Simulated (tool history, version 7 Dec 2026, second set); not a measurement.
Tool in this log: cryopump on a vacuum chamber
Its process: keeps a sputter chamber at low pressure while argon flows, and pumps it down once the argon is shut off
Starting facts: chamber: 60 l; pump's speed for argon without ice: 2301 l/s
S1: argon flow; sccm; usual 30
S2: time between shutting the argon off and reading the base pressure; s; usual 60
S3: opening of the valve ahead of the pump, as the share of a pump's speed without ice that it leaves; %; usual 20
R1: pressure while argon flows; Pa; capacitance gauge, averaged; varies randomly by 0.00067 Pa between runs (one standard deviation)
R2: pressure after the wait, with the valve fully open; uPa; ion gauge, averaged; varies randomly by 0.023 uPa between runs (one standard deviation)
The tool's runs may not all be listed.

run,hour,S1,S2,S3,R1,R2
1,0.0,30,60,20,0.1104,0.93
2,25.1,30,60,20,0.1108,1.01
3,38.8,30,60,20,0.1095,0.96
4,56.7,30,60,20,0.1112,0.99
5,72.1,30,59,20,0.1105,1.01
6,88.2,30,59,20,0.1103,1.01
7,105.7,30,59,20,0.1113,1.05
8,120.5,30,59,20,0.1117,1.10
9,141.2,30,59,20,0.1106,1.09
10,158.3,30,59,20,0.1106,1.08
11,170.8,59,60,20,0.2190,1.07
12,199.1,59,60,20,0.2187,1.08
13,212.4,59,60,20,0.2189,1.11
14,234.6,59,60,20,0.2211,1.14
15,256.6,30,60,20,0.1121,1.08
16,268.9,30,60,32,0.0702,1.11
17,285.2,30,60,32,0.0707,1.12
18,312.6,30,38,25,0.0908,1.50
19,337.3,30,248,20,0.1133,0.72
20,361.8,30,248,20,0.1122,0.75
21,374.3,30,24,20,0.1122,2.13
22,388.2,30,237,20,0.1139,0.76
23,412.2,30,237,20,0.1116,0.80
24,438.0,33,69,20,0.1242,1.20
25,458.2,19,37,20,0.0715,1.61
26,484.6,29,23,43,0.0531,2.22
27,503.0,29,23,43,0.0527,2.23
28,530.9,29,23,43,0.0545,2.19
29,547.8,48,79,56,0.0706,1.14
30,563.0,48,79,56,0.0685,1.22
31,590.0,32,258,17,0.1444,0.90
32,612.0,32,258,17,0.1428,1.03
33,629.0,45,109,17,0.2011,1.11
34,649.3,30,45,22,0.1043,1.61

Had the tool no unlogged condition, and each run kept its random variation, what would the results have been?
What the log doesn't record here: pump's speed, % of a pump's without ice; cold plate's temperature, K; leak into the chamber, uPa l/s; drift of the gauge itself on working_pa, %; drift of the gauge itself on base_upa, %.
run,R1,R2
1,0.1102,0.67
2,0.1104,0.74
3,0.1090,0.68
4,0.1106,0.70
5,0.1098,0.71
6,0.1095,0.70
7,0.1104,0.74
8,0.1107,0.77
9,0.1094,0.75
10,0.1094,0.72
11,0.2164,0.72
12,0.2158,0.71
13,0.2158,0.72
14,0.2177,0.73
15,0.1102,0.66
16,0.0683,0.70
17,0.0686,0.69
18,0.0885,1.04
19,0.1108,0.25
20,0.1096,0.26
21,0.1095,1.63
22,0.1111,0.26
23,0.1086,0.29
24,0.1207,0.65
25,0.0694,1.06
26,0.0496,1.65
27,0.0491,1.64
28,0.0506,1.60
29,0.0640,0.52
30,0.0618,0.59
31,0.1396,0.25
32,0.1379,0.34
33,0.1939,0.44
34,0.0994,0.90
